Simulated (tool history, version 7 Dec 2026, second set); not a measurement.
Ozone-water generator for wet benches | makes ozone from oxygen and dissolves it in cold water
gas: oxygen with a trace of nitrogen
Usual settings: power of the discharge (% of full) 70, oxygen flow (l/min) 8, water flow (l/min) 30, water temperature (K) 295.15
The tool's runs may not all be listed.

run	hour	power of the discharge (% of full)	oxygen flow (l/min)	water flow (l/min)	water temperature (K)	dissolved ozone (ppm)	ozone in the gas ahead of the water (g/m3)
1	0	70	8	30	295.15	18.7	179.7
2	60.4	70	8	30	295.15	18.6	179.5
3	103.7	70	8	18	295.15	25.4	180.2
4	144.5	70	8	18	295.15	25.5	177.4
5	181.4	70	8	18	295.15	25.5	179.6
6	241.3	70	8	18	295.15	25.3	177.5
7	280.8	86	8	18	295.15	28.7	201.9
8	314.1	86	8	18	295.15	28.4	202.5
# hour 361.8: water thermometer calibrated
9	361.8	86	8	18	295.15	29	201.7
10	390.6	86	8	18	295.15	28.9	201.4
11	418.5	86	8	18	295.15	28.7	200.7
12	463.5	70	8	27	299.15	19	176.1

The next listed run, before its measurement:
13	511.4	48	5.17	27	293.15	?	?

dissolved ozone (ppm): 16
ozone in the gas ahead of the water (g/m3): 176.3
Without the tool's hidden state the same run would have given dissolved ozone (ppm) 16.7, ozone in the gas ahead of the water (g/m3) 180.5.
